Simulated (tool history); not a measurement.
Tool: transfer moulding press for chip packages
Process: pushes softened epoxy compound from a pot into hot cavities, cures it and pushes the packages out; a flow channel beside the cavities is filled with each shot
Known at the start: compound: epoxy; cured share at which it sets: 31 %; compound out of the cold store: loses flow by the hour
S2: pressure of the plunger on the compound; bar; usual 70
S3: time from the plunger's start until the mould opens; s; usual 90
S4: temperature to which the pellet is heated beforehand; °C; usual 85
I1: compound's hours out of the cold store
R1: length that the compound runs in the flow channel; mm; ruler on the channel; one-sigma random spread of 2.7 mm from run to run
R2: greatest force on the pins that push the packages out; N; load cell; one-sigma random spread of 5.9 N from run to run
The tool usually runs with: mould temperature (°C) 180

Run 1, day 0: usual settings; I1 21.5. Result: R1 949 mm, R2 352 N.
Run 2, day 0.75: usual settings; I1 14.2. Result: R1 965 mm, R2 405 N.
At day 1.038: cavities cleaned with cleaning compound and waxed.
Run 3, day 1.633: usual settings; I1 13.3. Result: R1 967 mm, R2 268 N.
Run 4, day 2.304: usual settings; I1 34.4. Result: R1 908 mm, R2 312 N.
Run 5, day 2.946: usual settings; I1 43.7. Result: R1 878 mm, R2 334 N.
At day 3.746: plunger's sealing rings changed.
Run 6, day 3.746: usual settings; I1 35.4. Result: R1 924 mm, R2 392 N.
Run 7, day 4.408: usual settings; I1 8.9. Result: R1 1004 mm, R2 407 N.
At day 4.733: cavities cleaned with cleaning compound and waxed.
Run 8, day 5.4: usual settings; I1 27.1. Result: R1 947 mm, R2 267 N.
Run 9, day 5.938: usual settings; I1 14.9. Result: R1 982 mm, R2 315 N.
Run 10, day 6.867: usual settings but S2 74 bar; I1 26.1. Result: R1 971 mm, R2 353 N.
At day 7.012: mould's thermocouples calibrated.
Run 11, day 7.942: usual settings but S3 97 s; I1 14.6. Result: R1 981 mm, R2 371 N.
At day 8.371: cavities cleaned with cleaning compound and waxed.
Run 12, day 8.875: usual settings but S3 97 s; I1 34.4. Result: R1 919 mm, R2 239 N.
Run 13, day 9.738: usual settings; I1 31.3. Result: R1 923 mm, R2 321 N.
At day 10.217: mould's thermocouples calibrated, once more.
Run 14, day 10.4: usual settings; I1 36.5. Result: R1 909 mm, R2 347 N.
Run 15, day 10.917: usual settings; I1 28.5. Result: R1 931 mm, R2 360 N.
Run 16, day 11.767: usual settings but mould temperature (°C) 176, S2 82.5 bar, S3 71 s, S4 93 °C; I1 47.4. Result: R1 958 mm, R2 776 N.
At day 12.008: cavities cleaned with cleaning compound and waxed.
Run 17, day 12.762: usual settings but mould temperature (°C) 176, S2 82.5 bar, S3 71 s, S4 93 °C; I1 38.2. Result: R1 991 mm, R2 543 N.
Run 18, day 13.317: usual settings but mould temperature (°C) 173, S2 73.6 bar, S4 81 °C; I1 10.9. Result: R1 1034 mm, R2 499 N.
Run 19, day 13.804: usual settings but mould temperature (°C) 175, S2 73.6 bar, S3 97 s, S4 81 °C; I1 21. Result: R1 994 mm, R2 395 N.
Run 20, day 14.725: usual settings; I1 27.4. Result: R1 928 mm, R2 370 N.
At day 15.567: cavities cleaned with cleaning compound and waxed.
Run 21, day 15.8: usual settings but S2 80.6 bar, S4 90 °C; I1 24.3. Result: R1 997 mm, R2 239 N.
Run 22, day 16.721: usual settings but mould temperature (°C) 184, S2 80.6 bar, S3 72 s, S4 90 °C; I1 34.4. Result: R1 949 mm, R2 361 N.
At day 17.379: plunger's sealing rings changed.
Run 23, day 17.679: usual settings but mould temperature (°C) 173, S2 57.7 bar, S3 72 s, S4 91 °C; I1 23.8. Result: R1 895 mm, R2 841 N.
Run 24, day 18.675: usual settings but mould temperature (°C) 173, S2 57.7 bar, S3 72 s, S4 91 °C; I1 23.6. Result: R1 894 mm, R2 884 N.
At day 19.25: cavities cleaned with cleaning compound and waxed.
Run 25, day 19.338: usual settings but mould temperature (°C) 176, S2 79.6 bar, S3 72 s, S4 91 °C; I1 21.3. Result: R1 1041 mm, R2 470 N.
Run 26, day 19.875: usual settings but mould temperature (°C) 178, S2 63.7 bar, S3 97 s, S4 91 °C; I1 35.3. Result: R1 883 mm, R2 255 N.
Run 27, day 20.596: usual settings but mould temperature (°C) 178, S2 63.7 bar, S3 97 s, S4 91 °C; I1 8.7. Result: R1 965 mm, R2 316 N.
Run 28, day 21.162: usual settings but mould temperature (°C) 174, S2 56.2 bar; I1 28.1. Result: R1 862 mm, R2 501 N.

Below are 4 alternative next runs, each starting from the tool's condition after run 28. Predict each:
Run A, day 21.742: usual settings but S2 52.2 bar, S4 83 °C; I1 40. Result: R1 ?, R2 ?.
Run B, day 21.742: usual settings but mould temperature (°C) 179, S3 85 s, S4 83 °C; I1 28.5. Result: R1 ?, R2 ?.
Run C, day 21.742: usual settings but S2 86.8 bar, S3 107 s; I1 9.8. Result: R1 ?, R2 ?.
Run D, day 21.742: usual settings but S3 74 s; I1 10.9. Result: R1 ?, R2 ?.

run    R1   R2
  A   781  375
  B   941  431
  C  1115  329
  D   989  606
Without the tool's unlogged condition, the same runs would have read:
run    R1   R2
  A   787  210
  B   949  241
  C  1124  192
  D   997  338
